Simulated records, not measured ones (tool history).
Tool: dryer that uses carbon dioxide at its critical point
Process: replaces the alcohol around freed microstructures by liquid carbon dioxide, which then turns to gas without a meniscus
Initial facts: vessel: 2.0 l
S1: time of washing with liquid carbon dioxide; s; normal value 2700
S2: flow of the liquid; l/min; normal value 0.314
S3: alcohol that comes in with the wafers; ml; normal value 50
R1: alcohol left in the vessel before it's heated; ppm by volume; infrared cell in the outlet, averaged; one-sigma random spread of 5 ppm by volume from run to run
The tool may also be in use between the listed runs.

run	day	S1	S2	S3	R1
1	0	2700	0.314	50	209
2	2.192	2700	0.314	50	220
3	3.642	2580	0.314	50	242
4	5.812	2700	0.314	108	262
5	7.546	2760	0.314	50	229
6	9.396	2760	0.314	50	257
7	11.167	2700	0.314	69	275
8	12.367	2700	0.244	69	455
9	14.125	2700	0.526	50	245
10	15.338	4200	0.444	21	241
11	16.838	1860	0.507	33	256
12	18.779	1680	0.485	31	273
13	20.467	1740	0.314	33	511

A few steps of R1 between consecutive runs. Split each: what settings, incoming material and random variation would produce without the hidden state, and what is left over for the hidden state, along with gauge scatter present in only one of the two compared results (measured, and without hidden state):
Unlogged tool condition in this case: flow that reaches the vessel past the clogged filter, %; alcohol in the recycled carbon dioxide, ppm; drift of the gauge itself on alcohol_ppm, %.
Run 12 -> 13: S1 1680 -> 1740, S2 0.485 -> 0.314, S3 31 -> 33. R1 +238 ppm by volume: hidden state +68, all else +170.
